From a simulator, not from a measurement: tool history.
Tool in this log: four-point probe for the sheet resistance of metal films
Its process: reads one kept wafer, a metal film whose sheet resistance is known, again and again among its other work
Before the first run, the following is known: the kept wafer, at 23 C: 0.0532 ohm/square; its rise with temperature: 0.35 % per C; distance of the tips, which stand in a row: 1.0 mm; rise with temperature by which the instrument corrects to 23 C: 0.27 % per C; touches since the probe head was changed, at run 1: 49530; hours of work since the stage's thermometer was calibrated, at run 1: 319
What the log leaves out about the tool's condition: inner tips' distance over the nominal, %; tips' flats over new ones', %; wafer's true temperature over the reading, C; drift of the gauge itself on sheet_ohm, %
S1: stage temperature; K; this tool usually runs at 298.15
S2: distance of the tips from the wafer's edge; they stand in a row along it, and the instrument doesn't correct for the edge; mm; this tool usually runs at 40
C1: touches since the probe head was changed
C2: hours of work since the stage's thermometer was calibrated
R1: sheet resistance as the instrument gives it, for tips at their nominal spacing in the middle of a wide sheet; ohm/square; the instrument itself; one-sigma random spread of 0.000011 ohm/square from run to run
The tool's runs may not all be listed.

| run | hour | S1 | S2 | C1 | C2 | R1 |
|---|---|---|---|---|---|---|
| 1 | 0.0 | 298.15 | 40 | 49530 | 319 | 0.053588 |
| 2 | 56.5 | 298.15 | 5 | 51923 | 351 | 0.054708 |
| 3 | 111.8 | 298.15 | 60 | 54268 | 381 | 0.053632 |
| 4 | 167.4 | 298.15 | 60 | 56621 | 412 | 0.053627 |
| 5 | 220.7 | 298.15 | 60 | 58880 | 442 | 0.053638 |
| 6 | 260.9 | 298.15 | 60 | 60580 | 464 | 0.053652 |
| 7 | 313.0 | 298.15 | 40 | 62789 | 493 | 0.053656 |
| 8 | 381.0 | 298.15 | 40 | 65668 | 530 | 0.053705 |
| 9 | 444.6 | 298.15 | 40 | 68361 | 566 | 0.053708 |
| 10 | 501.3 | 298.15 | 40 | 70764 | 597 | 0.053730 |
|  | 551.6 | new probe head fitted |
| 11 | 556.7 | 298.15 | 40 | 214 | 627 | 0.053351 |
| 12 | 600.6 | 298.15 | 53 | 2076 | 652 | 0.053338 |
| 13 | 670.6 | 293.15 | 40 | 5039 | 691 | 0.053163 |
| 14 | 732.4 | 293.15 | 40 | 7656 | 725 | 0.053184 |
| 15 | 801.6 | 293.15 | 26 | 10588 | 763 | 0.053204 |
| 16 | 862.8 | 293.15 | 26 | 13181 | 797 | 0.053251 |
| 17 | 933.4 | 293.15 | 26 | 16172 | 836 | 0.053282 |
| 18 | 993.5 | 298.15 | 40 | 18716 | 870 | 0.053482 |
| 19 | 1038.0 | 298.15 | 40 | 20603 | 894 | 0.053485 |
| 20 | 1084.7 | 305.15 | 40 | 22581 | 920 | 0.053782 |
| 21 | 1120.0 | 305.15 | 40 | 24077 | 940 | 0.053787 |
| 22 | 1164.8 | 305.15 | 40 | 25975 | 965 | 0.053818 |
| 23 | 1203.6 | 305.15 | 40 | 27618 | 986 | 0.053819 |
| 24 | 1271.6 | 296.15 | 3 | 30499 | 1024 | 0.056438 |
| 25 | 1340.8 | 299.15 | 3 | 33429 | 1062 | 0.056599 |
| 26 | 1413.8 | 306.15 | 3 | 36521 | 1103 | 0.056895 |
| 27 | 1487.7 | 306.15 | 21 | 39652 | 1144 | 0.054008 |
| 28 | 1524.1 | 300.15 | 9 | 41191 | 1164 | 0.054054 |
| 29 | 1566.7 | 293.15 | 13 | 42997 | 1188 | 0.053562 |
| 30 | 1631.4 | 295.15 | 19 | 45740 | 1224 | 0.053584 |
| 31 | 1688.3 | 297.15 | 18 | 48150 | 1255 | 0.053698 |
|  | 1720.9 | stage's thermometer calibrated |
| 32 | 1740.5 | 295.15 | 40 | 50337 | 11 | 0.053446 |

What will run 33 give?
| 33 | 1793.5 | 295.15 | 40 | 52582 | 40 | ? |

{"run 33": {"R1": 0.053447}}
The same run, on a tool lacking any hidden state, would have yielded R1 0.053170 ohm/square.

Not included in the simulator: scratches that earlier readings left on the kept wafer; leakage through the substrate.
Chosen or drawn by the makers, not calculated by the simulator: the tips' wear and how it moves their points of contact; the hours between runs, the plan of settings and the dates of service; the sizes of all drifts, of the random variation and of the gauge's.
